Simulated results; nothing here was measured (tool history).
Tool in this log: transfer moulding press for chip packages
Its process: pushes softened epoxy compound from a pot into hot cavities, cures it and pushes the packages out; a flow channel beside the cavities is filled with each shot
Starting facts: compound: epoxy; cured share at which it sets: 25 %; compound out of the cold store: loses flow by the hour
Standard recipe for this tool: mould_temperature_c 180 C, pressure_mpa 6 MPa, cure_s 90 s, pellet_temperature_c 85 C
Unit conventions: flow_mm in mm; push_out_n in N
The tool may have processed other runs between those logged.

run	hour	mould_temperature_c	pressure_mpa	cure_s	pellet_temperature_c	incoming compound's hours out of the cold store	flow_mm	push_out_n
1	0	180	6	90	85	30.9	829	756
# hour 15.8: cavities cleaned with cleaning compound and waxed
2	70.4	180	6	90	85	19.5	896	785
# hour 85: cavities cleaned with cleaning compound and waxed
# hour 154.2: cavities cleaned with cleaning compound and waxed
3	164.6	180	6	90	85	45.6	712	574
# hour 217: cavities cleaned with cleaning compound and waxed
4	222.8	180	6	90	85	17.7	882	548
# hour 281.7: cavities cleaned with cleaning compound and waxed
5	305	180	6	90	85	40.4	729	650
# hour 345.4: cavities cleaned with cleaning compound and waxed
6	364.4	180	6	90	85	33.2	761	616
# hour 390: plunger's sealing rings changed
# hour 410.9: cavities cleaned with cleaning compound and waxed
7	416.4	180	6	90	85	10.9	965	574
# hour 480.8: cavities cleaned with cleaning compound and waxed
8	482.2	180	6	71	85	8.9	980	818
# hour 490.9: mould's thermocouples calibrated
# hour 545.6: cavities cleaned with cleaning compound and waxed
9	556.5	180	6	90	82	25.7	875	594
# hour 610.8: cavities cleaned with cleaning compound and waxed
10	634	180	6	90	82	17.3	906	704
# hour 675: cavities cleaned with cleaning compound and waxed
11	697.3	180	6	90	82	16.3	901	690
# hour 740: cavities cleaned with cleaning compound and waxed
12	779.4	180	6	90	85	28.7	804	743
# hour 806.7: cavities cleaned with cleaning compound and waxed
13	864.7	180	6	90	85	14.7	874	850
# hour 873.7: cavities cleaned with cleaning compound and waxed
# hour 925.1: plunger's sealing rings changed
# hour 941.3: cavities cleaned with cleaning compound and waxed
14	970.2	180	6	90	85	36.4	808	726
# hour 1005.1: cavities cleaned with cleaning compound and waxed
15	1049.1	180	5.1	89	85	40.7	720	794
# hour 1073.9: mould's thermocouples calibrated, once more
# hour 1075.4: cavities cleaned with cleaning compound and waxed
16	1107.6	180	5.1	89	85	29.1	765	734
# hour 1139: cavities cleaned with cleaning compound and waxed
17	1168.3	172	7.31	107	78	33.9	904	744
# hour 1207.6: cavities cleaned with cleaning compound and waxed
18	1263.6	180	6	70	88	14.3	900	1307
# hour 1271.4: cavities cleaned with cleaning compound and waxed
# hour 1339.8: cavities cleaned with cleaning compound and waxed
19	1365.6	180	6	70	88	26.2	814	1050
# hour 1405.5: cavities cleaned with cleaning compound and waxed
20	1418.8	180	6	70	88	37.2	739	919
# hour 1460.7: plunger's sealing rings changed
# hour 1472.4: cavities cleaned with cleaning compound and waxed
21	1489.8	180	7.19	90	85	23.3	990	644
# hour 1536.9: cavities cleaned with cleaning compound and waxed
22	1562.9	180	7.19	90	85	20.9	989	663
# hour 1603.9: cavities cleaned with cleaning compound and waxed
23	1659.6	180	7.19	90	85	8.3	1050	837
# hour 1668.4: cavities cleaned with cleaning compound and waxed
# hour 1732.2: cavities cleaned with cleaning compound and waxed
24	1758.2	180	5.61	70	93	21	841	1086
# hour 1794.6: cavities cleaned with cleaning compound and waxed
# hour 1857.1: cavities cleaned with cleaning compound and waxed
25	1857.1	180	5.61	70	93	15.1	864	850

Here are 3 independent what-if runs from the current tool condition. What would each one return?
# hour 1920.6: cavities cleaned with cleaning compound and waxed
A	1931.2	180	6	71	84	34	?	?
# hour 1920.6: cavities cleaned with cleaning compound and waxed
B	1931.2	187	7.19	70	93	10.3	?	?
# hour 1920.6: cavities cleaned with cleaning compound and waxed
C	1931.2	178	5.61	71	85	42.4	?	?

run	flow_mm	push_out_n
A	760	891
B	962	657
C	694	990
With the hidden condition removed and each run's random variation left untouched, the same runs would have given:
run	flow_mm	push_out_n
A	824	680
B	1044	518
C	752	755
